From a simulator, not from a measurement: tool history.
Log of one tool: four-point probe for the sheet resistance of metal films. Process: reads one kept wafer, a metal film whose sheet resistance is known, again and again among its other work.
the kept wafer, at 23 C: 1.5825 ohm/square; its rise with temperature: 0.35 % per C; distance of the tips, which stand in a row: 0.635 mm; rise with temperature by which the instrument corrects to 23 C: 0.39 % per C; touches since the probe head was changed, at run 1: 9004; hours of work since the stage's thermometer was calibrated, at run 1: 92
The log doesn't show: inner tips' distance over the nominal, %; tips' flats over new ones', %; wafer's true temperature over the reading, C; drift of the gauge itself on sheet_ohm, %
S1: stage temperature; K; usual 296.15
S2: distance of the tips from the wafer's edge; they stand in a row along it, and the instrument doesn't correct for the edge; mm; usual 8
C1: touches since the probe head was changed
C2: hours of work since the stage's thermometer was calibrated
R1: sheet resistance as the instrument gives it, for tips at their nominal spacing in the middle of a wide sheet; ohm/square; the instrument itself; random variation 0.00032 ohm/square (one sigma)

{"run": 1, "hour": 0.0, "S1": 296.15, "S2": 8, "C1": 9004, "C2": 92, "R1": 1.585652}
{"run": 2, "hour": 23.3, "S1": 296.15, "S2": 6, "C1": 9843, "C2": 110, "R1": 1.590194}
{"run": 3, "hour": 38.9, "S1": 296.15, "S2": 6, "C1": 10404, "C2": 122, "R1": 1.589828}
{"run": 4, "hour": 62.6, "S1": 296.15, "S2": 6, "C1": 11261, "C2": 141, "R1": 1.589763}
{"run": 5, "hour": 83.0, "S1": 296.15, "S2": 5, "C1": 11995, "C2": 157, "R1": 1.594057}
{"run": 6, "hour": 100.3, "S1": 296.15, "S2": 5, "C1": 12616, "C2": 171, "R1": 1.594323}
{"run": 7, "hour": 117.6, "S1": 296.15, "S2": 5, "C1": 13240, "C2": 184, "R1": 1.594617}
{"run": 8, "hour": 137.4, "S1": 296.15, "S2": 5, "C1": 13955, "C2": 200, "R1": 1.594259}
{"run": 9, "hour": 147.9, "S1": 292.15, "S2": 8, "C1": 14333, "C2": 208, "R1": 1.588458}
{"run": 10, "hour": 158.7, "S1": 296.15, "S2": 22, "C1": 14723, "C2": 217, "R1": 1.581719}
{"run": 11, "hour": 170.4, "S1": 296.15, "S2": 15, "C1": 15145, "C2": 226, "R1": 1.582485}
{"run": 12, "hour": 185.2, "S1": 296.15, "S2": 15, "C1": 15677, "C2": 237, "R1": 1.582425}
{"run": 13, "hour": 202.9, "S1": 296.15, "S2": 15, "C1": 16314, "C2": 251, "R1": 1.582662}
{"run": 14, "hour": 213.8, "S1": 296.15, "S2": 15, "C1": 16707, "C2": 260, "R1": 1.582871}
{"run": 15, "hour": 227.5, "S1": 296.15, "S2": 8, "C1": 17203, "C2": 271, "R1": 1.586739}
{"run": 16, "hour": 243.3, "S1": 307.15, "S2": 8, "C1": 17772, "C2": 283, "R1": 1.581097}
{"run": 17, "hour": 256.5, "S1": 296.15, "S2": 8, "C1": 18247, "C2": 294, "R1": 1.586412}
{"run": 18, "hour": 277.4, "S1": 296.15, "S2": 15, "C1": 19000, "C2": 310, "R1": 1.583294}
{"hour": 279.6, "done": "stage's thermometer calibrated"}
{"run": 19, "hour": 289.7, "S1": 294.15, "S2": 7, "C1": 19425, "C2": 8, "R1": 1.589913}
{"run": 20, "hour": 309.9, "S1": 296.15, "S2": 8, "C1": 20152, "C2": 24, "R1": 1.587299}
{"run": 21, "hour": 320.8, "S1": 298.15, "S2": 7, "C1": 20544, "C2": 32, "R1": 1.587468}
{"hour": 337.7, "done": "stage's thermometer calibrated, once more"}
{"run": 22, "hour": 338.8, "S1": 294.15, "S2": 6, "C1": 21174, "C2": 1, "R1": 1.591853}
{"run": 23, "hour": 351.4, "S1": 293.15, "S2": 5, "C1": 21628, "C2": 11, "R1": 1.596693}
{"run": 24, "hour": 369.9, "S1": 293.15, "S2": 5, "C1": 22296, "C2": 25, "R1": 1.596762}
{"run": 25, "hour": 392.3, "S1": 293.15, "S2": 20, "C1": 23104, "C2": 43, "R1": 1.583984}
{"run": 26, "hour": 417.4, "S1": 297.15, "S2": 12, "C1": 24007, "C2": 63, "R1": 1.583611}
{"run": 27, "hour": 438.9, "S1": 300.15, "S2": 3, "C1": 24782, "C2": 80, "R1": 1.617333}
{"run": 28, "hour": 458.0, "S1": 295.15, "S2": 3, "C1": 25472, "C2": 95, "R1": 1.61913}
{"run": 29, "hour": 470.6, "S1": 293.15, "S2": 8, "C1": 25926, "C2": 105, "R1": 1.589091}
{"run": 30, "hour": 491.3, "S1": 299.15, "S2": 4, "C1": 26672, "C2": 121, "R1": 1.601688}
{"run": 31, "hour": 511.5, "S1": 303.15, "S2": 42, "C1": 27399, "C2": 137, "R1": 1.57909}
{"run": 32, "hour": 524.8, "S1": 303.15, "S2": 42, "C1": 27877, "C2": 147, "R1": 1.578226}
{"run": 33, "hour": 539.6, "S1": 294.15, "S2": 8, "C1": 28409, "C2": 159, "R1": 1.588674}
{"run": 34, "hour": 552.2, "S1": 294.15, "S2": 8, "C1": 28867, "C2": 169, "R1": 1.589067}
{"run": 35, "hour": 569.3, "S1": 302.15, "S2": 8, "C1": 29480, "C2": 182, "R1": 1.584739}
{"run": 36, "hour": 588.5, "S1": 305.15, "S2": 8, "C1": 30174, "C2": 198, "R1": 1.58335}

How the hidden state differs across the entries between the runs, from the last listed run before each to the first after it:
Between runs 18 and 19: stage's thermometer calibrated (hour 279.6)
  inner tips' distance over the nominal, %: -0.078 -> -0.075; wafer's true temperature over the reading, C: 0.06 -> 0.07
  measured less the result without the state, R1: -0.001013 -> -0.000916 ohm/square
Between runs 21 and 22: stage's thermometer calibrated, once more (hour 337.7)
  inner tips' distance over the nominal, %: -0.069 -> -0.065; tips' flats over new ones', %: 24 -> 25; wafer's true temperature over the reading, C: 0.07 -> -0.02
  measured less the result without the state, R1: -0.000769 -> -0.001249 ohm/square

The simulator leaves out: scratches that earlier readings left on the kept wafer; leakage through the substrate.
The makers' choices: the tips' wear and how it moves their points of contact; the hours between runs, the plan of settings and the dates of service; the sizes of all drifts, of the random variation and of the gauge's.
